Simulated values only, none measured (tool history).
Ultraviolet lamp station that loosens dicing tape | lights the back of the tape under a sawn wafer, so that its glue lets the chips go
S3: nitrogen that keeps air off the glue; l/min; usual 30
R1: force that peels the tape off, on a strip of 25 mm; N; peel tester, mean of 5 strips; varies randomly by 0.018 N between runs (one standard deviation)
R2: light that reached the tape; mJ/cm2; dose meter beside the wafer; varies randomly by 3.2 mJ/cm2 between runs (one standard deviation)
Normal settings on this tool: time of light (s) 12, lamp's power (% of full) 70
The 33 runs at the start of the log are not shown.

run 34 day=42.875 | time_of_light_(s)=20 lamp's_power_(%_of_full)=78 S3=21 | R1=0.338 R2=811
run 35 day=44.225 | time_of_light_(s)=12 lamp's_power_(%_of_full)=70 S3=13 | R1=2.115 R2=425
run 36 day=45.221 | time_of_light_(s)=12 lamp's_power_(%_of_full)=70 S3=13 | R1=2.105 R2=424
run 37 day=46.817 | time_of_light_(s)=16 lamp's_power_(%_of_full)=71 S3=31 | R1=0.616 R2=568
run 38 day=48.283 | time_of_light_(s)=21 lamp's_power_(%_of_full)=70 S3=27 | R1=0.351 R2=723
run 39 day=49.075 | time_of_light_(s)=21 lamp's_power_(%_of_full)=70 S3=27 | R1=0.365 R2=714
run 40 day=49.912 | time_of_light_(s)=7 lamp's_power_(%_of_full)=71 S3=28 | R1=3.314 R2=240
run 41 day=51.438 | time_of_light_(s)=7 lamp's_power_(%_of_full)=96 S3=30 | R1=1.984 R2=322
run 42 day=52.542 | time_of_light_(s)=12 lamp's_power_(%_of_full)=84 S3=30 | R1=0.974 R2=477
run 43 day=53.733 | time_of_light_(s)=7 lamp's_power_(%_of_full)=70 S3=30 | R1=3.220 R2=228

Here are 3 independent what-if runs from the current tool condition. What would each one return?
run A day=54.762 | time_of_light_(s)=17 lamp's_power_(%_of_full)=70 S3=30 | R1=? R2=?
run B day=54.762 | time_of_light_(s)=7 lamp's_power_(%_of_full)=95 S3=35 | R1=? R2=?
run C day=54.762 | time_of_light_(s)=7 lamp's_power_(%_of_full)=96 S3=12 | R1=? R2=?

run=A R1=0.669 R2=548
run=B R1=2.061 R2=306
run=C R1=3.348 R2=314
What these runs would have given with no unlogged condition in the tool:
run=A R1=0.351 R2=695
run=B R1=1.330 R2=389
run=C R1=2.441 R2=398
